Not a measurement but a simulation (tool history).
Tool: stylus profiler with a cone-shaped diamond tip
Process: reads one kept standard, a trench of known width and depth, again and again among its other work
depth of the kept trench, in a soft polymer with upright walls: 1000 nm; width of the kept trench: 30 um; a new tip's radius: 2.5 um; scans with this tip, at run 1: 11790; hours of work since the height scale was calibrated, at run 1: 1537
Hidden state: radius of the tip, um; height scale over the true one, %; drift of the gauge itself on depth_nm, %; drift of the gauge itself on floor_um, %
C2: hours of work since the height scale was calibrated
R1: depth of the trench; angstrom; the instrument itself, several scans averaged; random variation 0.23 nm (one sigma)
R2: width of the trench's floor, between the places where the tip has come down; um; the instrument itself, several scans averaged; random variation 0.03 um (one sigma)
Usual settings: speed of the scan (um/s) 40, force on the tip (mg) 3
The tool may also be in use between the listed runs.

{"run": 1, "hour": 0.0, "speed of the scan (um/s)": 40, "force on the tip (mg)": 3, "scans with this tip": 11790, "C2": 1537, "R1": 10112.9, "R2": 24.35}
{"run": 2, "hour": 40.6, "speed of the scan (um/s)": 40, "force on the tip (mg)": 3, "scans with this tip": 11957, "C2": 1558, "R1": 10115.9, "R2": 24.37}
{"run": 3, "hour": 85.0, "speed of the scan (um/s)": 40, "force on the tip (mg)": 3, "scans with this tip": 12139, "C2": 1582, "R1": 10117.2, "R2": 24.35}
{"run": 4, "hour": 110.6, "speed of the scan (um/s)": 40, "force on the tip (mg)": 3, "scans with this tip": 12244, "C2": 1596, "R1": 10115.6, "R2": 24.4}
{"run": 5, "hour": 131.3, "speed of the scan (um/s)": 40, "force on the tip (mg)": 3, "scans with this tip": 12330, "C2": 1607, "R1": 10110.7, "R2": 24.36}
{"run": 6, "hour": 163.7, "speed of the scan (um/s)": 40, "force on the tip (mg)": 3.43, "scans with this tip": 12463, "C2": 1624, "R1": 10121.7, "R2": 24.32}
{"run": 7, "hour": 196.0, "speed of the scan (um/s)": 40, "force on the tip (mg)": 2, "scans with this tip": 12595, "C2": 1642, "R1": 10080.5, "R2": 24.21}
{"run": 8, "hour": 232.4, "speed of the scan (um/s)": 40, "force on the tip (mg)": 3, "scans with this tip": 12745, "C2": 1661, "R1": 10111.6, "R2": 24.23}
{"run": 9, "hour": 260.1, "speed of the scan (um/s)": 71, "force on the tip (mg)": 3, "scans with this tip": 12859, "C2": 1676, "R1": 10109.5, "R2": 24.2}
{"run": 10, "hour": 280.0, "speed of the scan (um/s)": 71, "force on the tip (mg)": 3, "scans with this tip": 12940, "C2": 1687, "R1": 10111.9, "R2": 24.18}
{"run": 11, "hour": 306.7, "speed of the scan (um/s)": 71, "force on the tip (mg)": 3, "scans with this tip": 13050, "C2": 1701, "R1": 10110.4, "R2": 24.19}
{"run": 12, "hour": 347.1, "speed of the scan (um/s)": 40, "force on the tip (mg)": 3, "scans with this tip": 13216, "C2": 1722, "R1": 10110, "R2": 24.25}
{"run": 13, "hour": 385.6, "speed of the scan (um/s)": 40, "force on the tip (mg)": 3, "scans with this tip": 13374, "C2": 1743, "R1": 10108.2, "R2": 24.23}
{"run": 14, "hour": 425.9, "speed of the scan (um/s)": 27, "force on the tip (mg)": 3, "scans with this tip": 13539, "C2": 1765, "R1": 10112.3, "R2": 24.22}
{"run": 15, "hour": 460.5, "speed of the scan (um/s)": 27, "force on the tip (mg)": 3, "scans with this tip": 13682, "C2": 1783, "R1": 10108.1, "R2": 24.23}
{"run": 16, "hour": 494.8, "speed of the scan (um/s)": 22, "force on the tip (mg)": 3, "scans with this tip": 13823, "C2": 1801, "R1": 10107.1, "R2": 24.25}
{"run": 17, "hour": 528.8, "speed of the scan (um/s)": 22, "force on the tip (mg)": 3, "scans with this tip": 13962, "C2": 1820, "R1": 10108.1, "R2": 24.21}
{"run": 18, "hour": 568.1, "speed of the scan (um/s)": 27, "force on the tip (mg)": 1.35, "scans with this tip": 14124, "C2": 1841, "R1": 10050.1, "R2": 24.15}
{"run": 19, "hour": 608.6, "speed of the scan (um/s)": 64, "force on the tip (mg)": 7.25, "scans with this tip": 14290, "C2": 1862, "R1": 10218.3, "R2": 24.1}
{"run": 20, "hour": 629.1, "speed of the scan (um/s)": 62, "force on the tip (mg)": 1.56, "scans with this tip": 14374, "C2": 1873, "R1": 10060.3, "R2": 24.04}
{"run": 21, "hour": 647.9, "speed of the scan (um/s)": 19, "force on the tip (mg)": 2.3, "scans with this tip": 14452, "C2": 1883, "R1": 10087.9, "R2": 24.14}
{"run": 22, "hour": 674.1, "speed of the scan (um/s)": 19, "force on the tip (mg)": 2.3, "scans with this tip": 14559, "C2": 1897, "R1": 10086.6, "R2": 24.09}
{"run": 23, "hour": 709.1, "speed of the scan (um/s)": 16, "force on the tip (mg)": 3.01, "scans with this tip": 14703, "C2": 1916, "R1": 10108.3, "R2": 24.13}
{"run": 24, "hour": 736.3, "speed of the scan (um/s)": 12, "force on the tip (mg)": 1.28, "scans with this tip": 14815, "C2": 1931, "R1": 10044.2, "R2": 24.09}
{"run": 25, "hour": 769.2, "speed of the scan (um/s)": 15, "force on the tip (mg)": 3, "scans with this tip": 14950, "C2": 1948, "R1": 10108.5, "R2": 24.09}
{"run": 26, "hour": 810.7, "speed of the scan (um/s)": 15, "force on the tip (mg)": 3, "scans with this tip": 15120, "C2": 1971, "R1": 10101.7, "R2": 24.05}
{"run": 27, "hour": 840.9, "speed of the scan (um/s)": 15, "force on the tip (mg)": 3, "scans with this tip": 15244, "C2": 1987, "R1": 10104.4, "R2": 24.09}
{"run": 28, "hour": 885.7, "speed of the scan (um/s)": 61, "force on the tip (mg)": 3.12, "scans with this tip": 15428, "C2": 2011, "R1": 10105.3, "R2": 23.91}
{"run": 29, "hour": 919.8, "speed of the scan (um/s)": 32, "force on the tip (mg)": 6.06, "scans with this tip": 15569, "C2": 2029, "R1": 10186.4, "R2": 24}
{"run": 30, "hour": 939.4, "speed of the scan (um/s)": 32, "force on the tip (mg)": 6.06, "scans with this tip": 15649, "C2": 2039, "R1": 10192.1, "R2": 24}
{"run": 31, "hour": 981.7, "speed of the scan (um/s)": 32, "force on the tip (mg)": 6.06, "scans with this tip": 15823, "C2": 2062, "R1": 10189.1, "R2": 23.99}
{"hour": 994.7, "done": "new tip fitted, height scale calibrated"}
{"run": 32, "hour": 1029.0, "speed of the scan (um/s)": 32, "force on the tip (mg)": 6.06, "scans with this tip": 140, "C2": 18, "R1": 10225.6, "R2": 25.85}
{"run": 33, "hour": 1065.9, "speed of the scan (um/s)": 155, "force on the tip (mg)": 8.3, "scans with this tip": 292, "C2": 38, "R1": 10278, "R2": 25.63}
{"run": 34, "hour": 1096.6, "speed of the scan (um/s)": 19, "force on the tip (mg)": 5.06, "scans with this tip": 418, "C2": 55, "R1": 10197.3, "R2": 25.81}

The same runs without the tool's hidden state, with the same run-to-run variation:
run=1 R1=10139.7 R2=25.86
run=2 R1=10143.1 R2=25.9
run=3 R1=10144.8 R2=25.9
run=4 R1=10143.5 R2=25.95
run=5 R1=10138.8 R2=25.92
run=6 R1=10150.1 R2=25.9
run=7 R1=10109.1 R2=25.81
run=8 R1=10140.5 R2=25.85
run=9 R1=10138.7 R2=25.83
run=10 R1=10141.3 R2=25.82
run=11 R1=10140 R2=25.84
run=12 R1=10140 R2=25.92
run=13 R1=10138.5 R2=25.91
run=14 R1=10143 R2=25.92
run=15 R1=10139.1 R2=25.95
run=16 R1=10138.4 R2=25.98
run=17 R1=10139.7 R2=25.96
run=18 R1=10081.8 R2=25.92
run=19 R1=10251 R2=25.89
run=20 R1=10092.6 R2=25.83
run=21 R1=10120.4 R2=25.94
run=22 R1=10119.4 R2=25.9
run=23 R1=10141.5 R2=25.95
run=24 R1=10077.5 R2=25.93
run=25 R1=10142.3 R2=25.95
run=26 R1=10135.8 R2=25.92
run=27 R1=10138.8 R2=25.97
run=28 R1=10140.1 R2=25.81
run=29 R1=10221.8 R2=25.91
run=30 R1=10227.7 R2=25.92
run=31 R1=10225.1 R2=25.93
run=32 R1=10225.6 R2=25.97
run=33 R1=10278.4 R2=25.77
run=34 R1=10198 R2=25.97

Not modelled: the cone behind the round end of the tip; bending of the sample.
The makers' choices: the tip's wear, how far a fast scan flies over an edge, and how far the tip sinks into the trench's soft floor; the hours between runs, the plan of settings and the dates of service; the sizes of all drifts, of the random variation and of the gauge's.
